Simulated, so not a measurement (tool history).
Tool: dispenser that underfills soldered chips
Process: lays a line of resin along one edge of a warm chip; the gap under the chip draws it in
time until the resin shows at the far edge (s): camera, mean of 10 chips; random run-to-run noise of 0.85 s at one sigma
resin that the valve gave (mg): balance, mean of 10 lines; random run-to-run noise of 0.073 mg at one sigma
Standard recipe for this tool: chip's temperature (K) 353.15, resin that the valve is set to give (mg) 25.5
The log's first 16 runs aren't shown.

run,hour,chip's temperature (K),resin that the valve is set to give (mg),time until the resin shows at the far edge (s),resin that the valve gave (mg)
# hour 58.5: new syringe of resin
17,62.3,353.15,25.5,98.5,25.09
18,65.9,353.15,25.5,122.5,24.99
19,69.2,353.15,32.7,146.4,31.95
# hour 71.7: new syringe of resin
20,73.1,341.15,21.8,146.6,21.28
21,78,367.15,23.9,70,23.26
22,80.6,354.15,24.5,131.5,24.02
23,84,344.15,22.4,235.6,21.96
# hour 84.8: new syringe of resin
# hour 89: dispensing valve cleaned and set on the balance
24,89.3,341.15,30.2,159.2,30.1

Run 25 has not been measured yet. What should we expect?
25,94,350.15,29.5,?,?

{"run 25": {"time until the resin shows at the far edge (s)": 142.6, "resin that the valve gave (mg)": 29.53}}
On a tool with no hidden condition, and with the same random variation, this run would have come out at time until the resin shows at the far edge (s) 89.1, resin that the valve gave (mg) 29.57.
